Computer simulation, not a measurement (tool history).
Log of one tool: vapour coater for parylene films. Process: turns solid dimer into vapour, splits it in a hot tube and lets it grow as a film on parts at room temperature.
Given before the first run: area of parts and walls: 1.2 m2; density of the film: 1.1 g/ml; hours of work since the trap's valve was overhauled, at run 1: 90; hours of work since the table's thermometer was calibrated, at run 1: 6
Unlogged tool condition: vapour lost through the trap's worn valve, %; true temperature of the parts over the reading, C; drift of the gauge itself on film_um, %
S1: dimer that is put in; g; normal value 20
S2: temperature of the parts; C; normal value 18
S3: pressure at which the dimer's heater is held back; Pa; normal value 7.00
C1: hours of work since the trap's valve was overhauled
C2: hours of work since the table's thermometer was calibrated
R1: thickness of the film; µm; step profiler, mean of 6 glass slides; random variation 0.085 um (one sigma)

run     day  S1  S2    S3   C1   C2     R1
  1   0.000  20  18  7.00   90    6  10.48
  2   1.529  20  21  7.00  113   29   9.37
  3   3.142  20  21  7.00  137   53   9.50
  4   4.304  13  18  7.00  154   70   6.72
  5   6.292  13  18  7.00  184  100   6.73
  6   8.071  20  14  7.00  211  126  11.85
  7   9.742  20  18  7.00  236  151  10.20
  8  11.058  20  18  7.00  255  171  10.34
  9  12.658  20  18  5.81  279  195  10.45
 10  14.642  20  18  5.81  309  225  10.57
 11  15.638  20  18  5.81  324  240  10.30
     16.338  -- trap's valve overhauled
 12  17.846  16  17  7.00   23  270   8.48
 13  19.038  17  18  2.51   40  288   9.45
 14  20.954  11  29  7.00   69  317   3.98
 15  21.917  23  27  5.30   84  331   9.06
 16  23.579  10  14  7.00  108  356   5.85
 17  25.538  14  24  6.33  138  385   5.98
 18  27.229  14  24  6.33  163  411   5.91
 19  28.954  14  24  6.33  189  436   5.96
 20  30.300  16  15  5.02  209  457   9.16

Alternative continuations, all from the tool just after run 20; predict every row:
  A  32.321  20  24  2.12  239  487   ?
  B  32.321  12  15  2.87  239  487   ?
  C  32.321  10  15  5.02  239  487   ?
  D  32.321  34  24  5.02  239  487   ?

run     R1
  A   8.94
  B   7.18
  C   5.74
  D  14.76
Had the tool no hidden state, the same runs would have come out as:
run     R1
  A   8.97
  B   7.21
  C   5.77
  D  14.81
